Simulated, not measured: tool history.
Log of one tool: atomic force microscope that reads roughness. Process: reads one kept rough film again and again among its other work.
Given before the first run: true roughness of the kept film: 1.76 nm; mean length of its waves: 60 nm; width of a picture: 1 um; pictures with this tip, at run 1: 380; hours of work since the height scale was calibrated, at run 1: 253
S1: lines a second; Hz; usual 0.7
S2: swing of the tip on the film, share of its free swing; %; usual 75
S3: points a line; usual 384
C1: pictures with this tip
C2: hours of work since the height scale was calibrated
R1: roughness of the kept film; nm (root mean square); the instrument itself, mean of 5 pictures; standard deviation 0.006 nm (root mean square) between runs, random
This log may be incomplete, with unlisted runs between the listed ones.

run   hour     S1  S2   S3   C1   C2     R1
  1      0    0.7  75  384  380  253  1.563
       4.1  -- new tip fitted
  2    9.8    0.7  75  384    8  258  1.644
  3   21.4    0.7  75  384   25  265  1.629
  4     30    0.7  75  384   38  271  1.625
  5   40.3    0.7  71  384   54  277   1.64
  6   50.8    0.7  75  903   69  284  1.632
  7     65    0.7  75  384   90  292  1.614
  8     78    0.7  75  384  110  300  1.614
  9   84.5    0.7  75  384  120  304  1.601
 10   90.7  0.887  75  384  129  308  1.599
 11  103.1  0.887  75  384  148  316  1.588
 12  115.2  0.887  71  384  165  323  1.603
 13  123.6  0.887  71  384  178  329  1.599
 14  137.3    0.7  75  384  198  337  1.579
 15  145.5    0.7  75  384  211  342  1.596
 16  158.9    0.7  75  384  231  350   1.59
 17  169.7    0.7  75  384  247  357  1.596
 18  176.5    0.7  75  384  257  361  1.592
 19  189.4   0.88  75  384  276  369  1.561
 20  202.2  1.448  75  384  296  377    1.5
 21  214.3    0.7  75  384  314  385  1.575
 22  228.6    0.7  75  384  335  393   1.56
 23  242.3    0.7  75  384  355  402  1.569
 24  251.8  3.229  62  384  370  408  1.475
     262.4  -- new tip fitted
 25  262.6   0.86  75  398    0  414  1.611
 26  272.2  2.753  61  398   14  420  1.577
 27  281.3  2.753  61  398   28  426  1.577
 28  290.8  1.971  77  362   42  432  1.484
 29  301.3  1.173  82  413   58  438   1.51
 30    309  2.069  87  302   69  443  1.342
 31  318.6  2.069  87  302   84  449  1.331
 32  329.9  0.781  65  384  101  456  1.634
 33  339.9  0.781  65  384  116  462  1.636
 34  350.8   1.68  80  686  132  469   1.45
 35  365.3  3.724  80  685  154  478  1.248
 36  378.1  0.579  57  685  173  486  1.659
 37  386.7  2.184  63  726  185  491  1.555
 38  398.7   0.93  64  377  203  498  1.612
 39  408.4  0.623  64  655  218  504  1.628
 40  421.7  3.405  57  333  238  513  1.531
 41    433  1.901  65  384  255  519  1.535
 42  443.4  2.231  65  487  270  526  1.516
 43  457.7  2.231  58  487  292  535  1.569
 44  469.2  2.231  58  487  309  542  1.562

Branching from run 44: 3 alternative next runs. What would each branch give?
  A  476.8  0.703  58  487  320  547   ?
  B  476.8   0.96  62  384  320  547   ?
  C  476.8  3.236  72  487  320  547   ?

run     R1
  A   1.61
  B  1.584
  C  1.377
Without the tool's unlogged condition, the same runs would have read:
run     R1
  A  1.688
  B  1.661
  C  1.443
